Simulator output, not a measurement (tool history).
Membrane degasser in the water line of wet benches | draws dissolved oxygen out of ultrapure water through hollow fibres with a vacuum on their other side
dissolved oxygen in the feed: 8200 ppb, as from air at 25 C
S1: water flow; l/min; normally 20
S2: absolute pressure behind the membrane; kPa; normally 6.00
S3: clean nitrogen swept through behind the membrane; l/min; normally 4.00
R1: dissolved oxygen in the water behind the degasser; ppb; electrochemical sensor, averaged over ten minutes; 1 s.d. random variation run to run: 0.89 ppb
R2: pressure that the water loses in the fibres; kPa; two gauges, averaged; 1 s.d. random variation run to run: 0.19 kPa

run 1 hour=0.0 | S1=20 S2=6.00 S3=4.00 | R1=89.4 R2=36.97
-- hour=137.5 vacuum gauge calibrated
run 2 hour=255.7 | S1=20 S2=6.00 S3=4.00 | R1=91.7 R2=36.81
run 3 hour=493.1 | S1=20 S2=6.00 S3=4.00 | R1=90.8 R2=36.99
run 4 hour=709.8 | S1=20 S2=3.86 S3=4.00 | R1=65.8 R2=37.32
run 5 hour=884.6 | S1=20 S2=6.00 S3=4.00 | R1=92.5 R2=37.39
run 6 hour=1077.5 | S1=20 S2=6.00 S3=4.00 | R1=91.4 R2=37.33
run 7 hour=1260.7 | S1=20 S2=6.00 S3=4.00 | R1=93.4 R2=37.46
run 8 hour=1488.7 | S1=20 S2=6.00 S3=4.00 | R1=94.2 R2=37.55
run 9 hour=1624.2 | S1=20 S2=6.00 S3=6.81 | R1=80.8 R2=37.46
run 10 hour=1823.4 | S1=20 S2=12.35 S3=6.81 | R1=123.9 R2=37.60
run 11 hour=2056.5 | S1=20 S2=12.35 S3=6.81 | R1=128.3 R2=37.45
-- hour=2315.7 seals of the vacuum lines changed
run 12 hour=2315.7 | S1=20 S2=12.35 S3=6.81 | R1=128.4 R2=37.70
run 13 hour=2593.5 | S1=20 S2=12.35 S3=6.81 | R1=129.6 R2=37.81
run 14 hour=2856.7 | S1=20 S2=6.00 S3=4.00 | R1=97.0 R2=37.72
run 15 hour=3148.1 | S1=20 S2=6.00 S3=4.00 | R1=98.0 R2=37.70
-- hour=3188.3 vacuum gauge calibrated
run 16 hour=3389.7 | S1=20 S2=6.00 S3=1.62 | R1=142.3 R2=37.64
run 17 hour=3559.4 | S1=14 S2=11.00 S3=10.21 | R1=63.5 R2=26.59
run 18 hour=3794.7 | S1=14 S2=11.00 S3=10.21 | R1=63.7 R2=26.97
run 19 hour=3938.7 | S1=14 S2=9.17 S3=10.21 | R1=58.1 R2=26.80
run 20 hour=4123.8 | S1=14 S2=9.17 S3=4.21 | R1=86.8 R2=26.77
run 21 hour=4281.6 | S1=14 S2=9.17 S3=4.21 | R1=87.9 R2=26.62
run 22 hour=4520.8 | S1=19 S2=9.17 S3=4.21 | R1=127.5 R2=36.47
run 23 hour=4662.5 | S1=16 S2=14.61 S3=2.98 | R1=195.4 R2=30.98
run 24 hour=4798.2 | S1=27 S2=14.61 S3=8.80 | R1=186.7 R2=52.00
run 25 hour=5007.6 | S1=31 S2=5.56 S3=1.86 | R1=208.2 R2=59.89
run 26 hour=5167.8 | S1=18 S2=5.13 S3=8.14 | R1=70.4 R2=34.80
run 27 hour=5287.3 | S1=12 S2=8.78 S3=2.37 | R1=99.9 R2=23.03
run 28 hour=5495.9 | S1=17 S2=8.78 S3=9.74 | R1=80.7 R2=32.67
run 29 hour=5619.0 | S1=16 S2=4.79 S3=2.72 | R1=73.0 R2=31.05
run 30 hour=5867.4 | S1=20 S2=6.00 S3=7.91 | R1=88.8 R2=38.76
run 31 hour=6017.1 | S1=20 S2=6.00 S3=7.12 | R1=92.0 R2=38.88

Alternative continuations, all from the tool just after run 31; predict every row:
run A hour=6220.2 | S1=15 S2=12.21 S3=3.13 | R1=? R2=?
run B hour=6220.2 | S1=16 S2=4.37 S3=11.68 | R1=? R2=?
run C hour=6220.2 | S1=20 S2=4.87 S3=4.00 | R1=? R2=?
run D hour=6220.2 | S1=16 S2=4.95 S3=3.21 | R1=? R2=?

run=A R1=155.0 R2=29.22
run=B R1=56.4 R2=31.17
run=C R1=93.1 R2=38.94
run=D R1=74.0 R2=31.40
Take away the tool's hidden state, keep each run's random variation, and the runs would have read:
run=A R1=138.1 R2=27.17
run=B R1=39.6 R2=28.99
run=C R1=70.4 R2=36.22
run=D R1=56.4 R2=29.20
